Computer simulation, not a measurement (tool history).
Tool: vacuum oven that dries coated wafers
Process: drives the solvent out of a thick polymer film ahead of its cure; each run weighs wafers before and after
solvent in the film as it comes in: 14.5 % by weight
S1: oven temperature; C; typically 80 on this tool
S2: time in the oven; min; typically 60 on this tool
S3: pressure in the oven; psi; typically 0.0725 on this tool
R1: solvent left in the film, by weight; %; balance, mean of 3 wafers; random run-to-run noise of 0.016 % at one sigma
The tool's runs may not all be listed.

| run | hour | S1 | S2 | S3 | R1 |
|---|---|---|---|---|---|
| 1 | 0.0 | 80 | 60 | 0.0725 | 0.50 |
| 2 | 17.3 | 80 | 60 | 0.0725 | 0.47 |
| 3 | 45.5 | 80 | 60 | 0.0725 | 0.47 |
| 4 | 72.9 | 80 | 60 | 0.0725 | 0.48 |
| 5 | 95.3 | 80 | 60 | 0.1862 | 0.70 |
| 6 | 116.7 | 80 | 60 | 0.1862 | 0.70 |
| 7 | 143.0 | 68 | 60 | 0.0725 | 1.85 |
| 8 | 172.6 | 68 | 60 | 0.0725 | 1.90 |
| 9 | 203.6 | 80 | 56 | 0.0725 | 0.52 |
| 10 | 240.9 | 80 | 56 | 0.0725 | 0.56 |
| 11 | 271.5 | 80 | 56 | 0.0725 | 0.54 |
| 12 | 298.9 | 80 | 56 | 0.0725 | 0.54 |
| 13 | 339.3 | 80 | 60 | 0.0725 | 0.47 |
| 14 | 361.4 | 80 | 60 | 0.1410 | 0.58 |
| 15 | 396.4 | 80 | 60 | 0.1410 | 0.63 |
| 16 | 427.3 | 80 | 60 | 0.1410 | 0.62 |
|  | 447.7 | oven's thermocouples calibrated |
| 17 | 464.8 | 80 | 60 | 0.1410 | 0.78 |
| 18 | 487.2 | 80 | 60 | 0.1410 | 0.74 |
| 19 | 509.8 | 80 | 60 | 0.1410 | 0.77 |
| 20 | 546.7 | 80 | 60 | 0.0716 | 0.63 |
| 21 | 567.5 | 80 | 60 | 0.0716 | 0.59 |
| 22 | 595.3 | 80 | 60 | 0.2257 | 0.93 |
| 23 | 630.0 | 71 | 45 | 0.0725 | 2.64 |
| 24 | 653.1 | 86 | 77 | 0.1134 | 0.30 |
| 25 | 673.6 | 80 | 60 | 0.1271 | 0.72 |
| 26 | 692.3 | 77 | 37 | 0.0368 | 2.04 |
| 27 | 727.4 | 77 | 37 | 0.0368 | 2.04 |
| 28 | 744.4 | 77 | 37 | 0.0368 | 2.01 |
| 29 | 764.1 | 93 | 51 | 0.0725 | 0.16 |
| 30 | 783.7 | 82 | 69 | 0.0557 | 0.30 |
| 31 | 802.5 | 72 | 69 | 0.0557 | 1.11 |
| 32 | 836.6 | 80 | 57 | 0.0466 | 0.59 |
| 33 | 858.7 | 68 | 79 | 0.1372 | 1.62 |
| 34 | 879.2 | 85 | 60 | 0.0680 | 0.31 |
| 35 | 902.0 | 85 | 60 | 0.0680 | 0.31 |
| 36 | 922.9 | 79 | 96 | 0.0680 | 0.32 |
| 37 | 945.2 | 80 | 60 | 0.1291 | 0.69 |
| 38 | 963.9 | 80 | 60 | 0.1291 | 0.72 |
| 39 | 1002.0 | 80 | 60 | 0.0693 | 0.59 |
| 40 | 1019.5 | 80 | 45 | 0.1798 | 1.29 |

A few steps of R1 between consecutive runs. Split each: what settings, incoming material and random variation would produce without the hidden state, and what is left over for the hidden state, along with gauge scatter present in only one of the two compared results (measured, and without hidden state):
The hidden state here: true wafer temperature over the reading, C; true pressure over the reading, kPa; drift of the gauge itself on solvent_pct, %.
Run 6 -> 7: S1 80 -> 68, S3 0.1862 -> 0.0725. R1 +1.15 %: hidden state -0.21, all else +1.36.
Run 8 -> 9: S1 68 -> 80, S2 60 -> 56. R1 -1.38 %: hidden state +0.21, all else -1.59.
Run 16 -> 17: oven's thermocouples calibrated. R1 +0.16 %: hidden state +0.16, all else +0.00.
Run 22 -> 23: S1 80 -> 71, S2 60 -> 45, S3 0.2257 -> 0.0725. R1 +1.71 %: hidden state -0.04, all else +1.75.
Run 23 -> 24: S1 71 -> 86, S2 45 -> 77, S3 0.0725 -> 0.1134. R1 -2.34 %: hidden state +0.06, all else -2.40.
Run 28 -> 29: S1 77 -> 93, S2 37 -> 51, S3 0.0368 -> 0.0725. R1 -1.85 %: hidden state +0.06, all else -1.91.

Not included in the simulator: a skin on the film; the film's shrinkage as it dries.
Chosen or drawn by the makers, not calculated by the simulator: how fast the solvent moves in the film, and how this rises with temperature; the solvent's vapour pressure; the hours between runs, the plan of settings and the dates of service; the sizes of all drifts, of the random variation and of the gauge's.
